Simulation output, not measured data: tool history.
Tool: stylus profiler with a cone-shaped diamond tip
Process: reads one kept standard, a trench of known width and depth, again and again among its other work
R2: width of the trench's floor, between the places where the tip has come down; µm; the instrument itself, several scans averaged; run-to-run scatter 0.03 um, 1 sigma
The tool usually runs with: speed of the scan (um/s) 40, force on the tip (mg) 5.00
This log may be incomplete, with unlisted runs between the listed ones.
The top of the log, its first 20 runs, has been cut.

Run 21, day 12.492: usual settings. Result: depth of the trench (nm) 1009.76, R2 15.51 µm.
Run 22, day 12.871: usual settings. Result: depth of the trench (nm) 1009.63, R2 15.46 µm.
Run 23, day 13.442: usual settings but force on the tip (mg) 2.60. Result: depth of the trench (nm) 1006.83, R2 15.42 µm.
Run 24, day 13.946: usual settings but speed of the scan (um/s) 50, force on the tip (mg) 6.66. Result: depth of the trench (nm) 1012.04, R2 15.44 µm.
Run 25, day 14.642: usual settings but speed of the scan (um/s) 14, force on the tip (mg) 3.81. Result: depth of the trench (nm) 1008.44, R2 15.52 µm.
Run 26, day 15.342: usual settings but speed of the scan (um/s) 153, force on the tip (mg) 3.10. Result: depth of the trench (nm) 1007.82, R2 14.74 µm.
Run 27, day 15.967: usual settings but force on the tip (mg) 10.86. Result: depth of the trench (nm) 1015.78, R2 15.45 µm.
Run 28, day 16.867: usual settings but speed of the scan (um/s) 89, force on the tip (mg) 3.67. Result: depth of the trench (nm) 1008.89, R2 15.04 µm.
Run 29, day 17.275: usual settings but speed of the scan (um/s) 29, force on the tip (mg) 9.93. Result: depth of the trench (nm) 1015.45, R2 15.40 µm.
Run 30, day 18.079: usual settings but speed of the scan (um/s) 29, force on the tip (mg) 9.93. Result: depth of the trench (nm) 1015.16, R2 15.42 µm.
Run 31, day 18.562: usual settings but speed of the scan (um/s) 142, force on the tip (mg) 7.77. Result: depth of the trench (nm) 1013.29, R2 14.97 µm.
Run 32, day 19.204: usual settings but speed of the scan (um/s) 12, force on the tip (mg) 7.89. Result: depth of the trench (nm) 1013.41, R2 15.39 µm.
Run 33, day 19.888: usual settings but speed of the scan (um/s) 21, force on the tip (mg) 3.37. Result: depth of the trench (nm) 1008.48, R2 15.31 µm.
Run 34, day 20.467: usual settings but speed of the scan (um/s) 63, force on the tip (mg) 2.57. Result: depth of the trench (nm) 1007.10, R2 15.05 µm.
Run 35, day 21.058: usual settings but speed of the scan (um/s) 102, force on the tip (mg) 8.56. Result: depth of the trench (nm) 1014.07, R2 15.05 µm.
Run 36, day 21.629: usual settings but speed of the scan (um/s) 12, force on the tip (mg) 6.24. Result: depth of the trench (nm) 1011.91, R2 15.29 µm.
Run 37, day 22.075: usual settings but speed of the scan (um/s) 92, force on the tip (mg) 11.11. Result: depth of the trench (nm) 1016.31, R2 15.14 µm.
Run 38, day 22.654: usual settings but speed of the scan (um/s) 92, force on the tip (mg) 11.11. Result: depth of the trench (nm) 1016.66, R2 15.13 µm.
Run 39, day 23.533: usual settings but speed of the scan (um/s) 92, force on the tip (mg) 11.11. Result: depth of the trench (nm) 1016.37, R2 15.02 µm.
Run 40, day 23.950: usual settings but speed of the scan (um/s) 138, force on the tip (mg) 1.80. Result: depth of the trench (nm) 1005.54, R2 14.32 µm.
Run 41, day 24.638: usual settings but speed of the scan (um/s) 74, force on the tip (mg) 3.79. Result: depth of the trench (nm) 1008.95, R2 14.92 µm.
Run 42, day 25.279: usual settings but speed of the scan (um/s) 74, force on the tip (mg) 2.59. Result: depth of the trench (nm) 1007.31, R2 14.80 µm.

Forecast each of these 4 alternatives for the next run:
Run A, day 25.917: usual settings but speed of the scan (um/s) 13, force on the tip (mg) 13.59. Result: depth of the trench (nm) ?, R2 ?.
Run B, day 25.917: usual settings but speed of the scan (um/s) 35. Result: depth of the trench (nm) ?, R2 ?.
Run C, day 25.917: usual settings but speed of the scan (um/s) 51, force on the tip (mg) 9.85. Result: depth of the trench (nm) ?, R2 ?.
Run D, day 25.917: usual settings but speed of the scan (um/s) 27, force on the tip (mg) 3.51. Result: depth of the trench (nm) ?, R2 ?.

run  depth of the trench (nm)     R2
  A                   1019.01  15.23
  B                   1010.69  15.11
  C                   1015.72  15.13
  D                   1008.85  15.10
Without the tool's hidden state the same runs would have given:
run  depth of the trench (nm)     R2
  A                   1017.23  16.52
  B                   1008.93  16.40
  C                   1013.94  16.42
  D                   1007.08  16.38
